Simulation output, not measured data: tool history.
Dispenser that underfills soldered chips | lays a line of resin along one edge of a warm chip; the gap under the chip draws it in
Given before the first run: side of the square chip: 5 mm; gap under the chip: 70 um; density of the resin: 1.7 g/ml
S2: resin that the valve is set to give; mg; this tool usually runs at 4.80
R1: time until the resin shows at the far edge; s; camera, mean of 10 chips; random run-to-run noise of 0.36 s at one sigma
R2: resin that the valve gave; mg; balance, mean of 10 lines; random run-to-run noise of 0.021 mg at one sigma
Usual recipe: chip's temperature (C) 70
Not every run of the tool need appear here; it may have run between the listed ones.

Run 1, hour 0.0: usual settings. Result: R1 19.6 s, R2 4.66 mg.
Run 2, hour 8.4: usual settings but chip's temperature (C) 58. Result: R1 54.2 s, R2 4.65 mg.
Run 3, hour 17.8: usual settings but chip's temperature (C) 60. Result: R1 42.3 s, R2 4.64 mg.
Run 4, hour 30.4: usual settings but chip's temperature (C) 60. Result: R1 42.1 s, R2 4.74 mg.
Run 5, hour 41.8: usual settings but chip's temperature (C) 62. Result: R1 34.4 s, R2 4.75 mg.
Run 6, hour 47.8: usual settings but chip's temperature (C) 56, S2 6.02 mg. Result: R1 64.2 s, R2 5.89 mg.
Run 7, hour 55.5: usual settings but chip's temperature (C) 56, S2 6.02 mg. Result: R1 52.2 s, R2 5.92 mg.
Run 8, hour 63.8: usual settings but chip's temperature (C) 55, S2 4.98 mg. Result: R1 45.2 s, R2 4.85 mg.
Run 9, hour 71.9: usual settings but chip's temperature (C) 55, S2 4.98 mg. Result: R1 69.6 s, R2 4.82 mg.
Run 10, hour 79.6: usual settings but chip's temperature (C) 76, S2 4.16 mg. Result: R1 19.6 s, R2 4.03 mg.

Taken out of this log: 7 entries between the listed runs. Where each belongs, and how the hidden state differs across it:
After run 2, before run 3: new syringe of resin (hour 12.2)
  resin's viscosity, % of fresh resin's: 157.5 -> 132.4; dose that the valve gives, % of what is set: 96.31 -> 95.94; true chip temperature over the reading, C: -0.12 -> -0.15
  measured minus no-state result, R1: +20.3 -> +10.8 s; R2: -0.18 -> -0.20 mg
After run 3, before run 4: dispensing valve cleaned and set on the balance (hour 21.4); new syringe of resin (hour 25.4)
  resin's viscosity, % of fresh resin's: 132.4 -> 133; dose that the valve gives, % of what is set: 95.94 -> 99.22; true chip temperature over the reading, C: -0.15 -> -0.19
  measured minus no-state result, R1: +10.8 -> +10.8 s; R2: -0.20 -> -0.04 mg
After run 4, before run 5: new syringe of resin (hour 37.9)
  resin's viscosity, % of fresh resin's: 133 -> 121.8; dose that the valve gives, % of what is set: 99.22 -> 98.72; true chip temperature over the reading, C: -0.19 -> -0.23
  measured minus no-state result, R1: +10.8 -> +6.5 s; R2: -0.04 -> -0.06 mg
After run 6, before run 7: new syringe of resin (hour 49.8)
  resin's viscosity, % of fresh resin's: 167.3 -> 136.4; dose that the valve gives, % of what is set: 98.43 -> 98.08; true chip temperature over the reading, C: -0.25 -> -0.28
  measured minus no-state result, R1: +26.4 -> +14.4 s; R2: -0.10 -> -0.12 mg
After run 7, before run 8: new syringe of resin (hour 61.9)
  resin's viscosity, % of fresh resin's: 136.4 -> 109.6; dose that the valve gives, % of what is set: 98.08 -> 97.71; true chip temperature over the reading, C: -0.28 -> -0.3
  measured minus no-state result, R1: +14.4 -> +4.7 s; R2: -0.12 -> -0.11 mg
After run 9, before run 10: new syringe of resin (hour 74.1)
  resin's viscosity, % of fresh resin's: 168.1 -> 132.7; dose that the valve gives, % of what is set: 97.36 -> 97.03; true chip temperature over the reading, C: -0.33 -> -0.36
  measured minus no-state result, R1: +29.0 -> +5.3 s; R2: -0.13 -> -0.12 mg
